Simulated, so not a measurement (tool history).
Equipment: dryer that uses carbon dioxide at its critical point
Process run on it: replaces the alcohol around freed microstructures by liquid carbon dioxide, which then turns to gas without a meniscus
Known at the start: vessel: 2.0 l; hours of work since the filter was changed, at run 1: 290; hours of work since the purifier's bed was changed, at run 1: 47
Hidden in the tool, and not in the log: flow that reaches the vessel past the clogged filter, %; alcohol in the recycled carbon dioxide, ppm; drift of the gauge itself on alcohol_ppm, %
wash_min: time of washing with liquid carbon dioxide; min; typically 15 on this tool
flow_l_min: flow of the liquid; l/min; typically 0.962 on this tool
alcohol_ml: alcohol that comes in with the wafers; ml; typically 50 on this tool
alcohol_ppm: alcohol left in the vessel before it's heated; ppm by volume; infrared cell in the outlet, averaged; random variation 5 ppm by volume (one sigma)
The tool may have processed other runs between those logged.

run     day  wash_min  flow_l_min  alcohol_ml  hours of work since the filter was changed  hours of work since the purifier's bed was changed  alcohol_ppm
  1   0.000        15       0.962          50                                         290                                                  47           68
  2   2.388        15       0.962          50                                         323                                                  79           84
  3   4.238        15       0.962          43                                         349                                                 105           78
  4   5.367        15       0.598          50                                         364                                                 120          665
  5   6.746        21       0.598          50                                         383                                                 139          174
  6   7.992        21       0.598          50                                         400                                                 156          187
      8.562  -- inlet filter changed
  7   9.700        21       0.598          50                                          16                                                 179          137
  8  11.583        15       1.262          50                                          41                                                 205           42
  9  12.850        15       0.835          50                                          59                                                 223          150
 10  15.233        15       0.835          50                                          92                                                 255          147
 11  16.929        15       0.835          50                                         115                                                 279          168
 12  18.867        15       0.835          50                                         142                                                 305          162
 13  19.962        15       0.835          50                                         157                                                 320          155
 14  21.583        15       0.835          50                                         179                                                 342          181
 15  23.875        15       0.835          50                                         210                                                 374          192
 16  25.100        15       0.827          50                                         227                                                 391          196
 17  27.404        15       0.920          50                                         259                                                 422          147
 18  28.742        19       0.920          50                                         277                                                 441          109
 19  29.967        19       0.920          50                                         294                                                 458           94
 20  32.454        19       0.920          50                                         328                                                 492           98
 21  34.367        19       0.920          50                                         355                                                 518          114
 22  36.242        15       0.962          50                                         380                                                 544          161
 23  37.971        15       0.962          50                                         404                                                 568          177
     38.212  -- inlet filter changed
 24  39.996        15       0.962          50                                          25                                                 595          147
 25  42.421         9       1.626          61                                          58                                                 628          150
 26  43.817         9       0.823          50                                          77                                                 647         1090
 27  45.842        19       1.187          50                                         105                                                 675          118
 28  47.079        10       0.830          50                                         122                                                 692          790
 29  48.475        13       0.886          50                                         141                                                 711          290
 30  50.038        11       0.909          25                                         162                                                 733          286
     50.525  -- purifier's bed changed
 31  52.179        10       0.962          45                                         190                                                  23          352
 32  53.717        12       1.409          50                                         211                                                  44           32
 33  54.971        12       1.409          50                                         229                                                  61           33
 34  56.350        12       1.409          50                                         247                                                  80           40
 35  57.742        16       0.962          70                                         267                                                  99           86
 36  58.888        10       1.043          32                                         282                                                 115          210
 37  60.771        14       1.606          26                                         308                                                 141           28
 38  61.792        21       0.962          40                                         322                                                 155           32

Estimate the outcome of run 39 from the log above:
 39  63.717        11       0.591          50                                         349                                                 181            ?

alcohol_ppm: 1704 ppm by volume
Had the tool carried no hidden state, the very same run would have given alcohol_ppm 1372 ppm by volume.

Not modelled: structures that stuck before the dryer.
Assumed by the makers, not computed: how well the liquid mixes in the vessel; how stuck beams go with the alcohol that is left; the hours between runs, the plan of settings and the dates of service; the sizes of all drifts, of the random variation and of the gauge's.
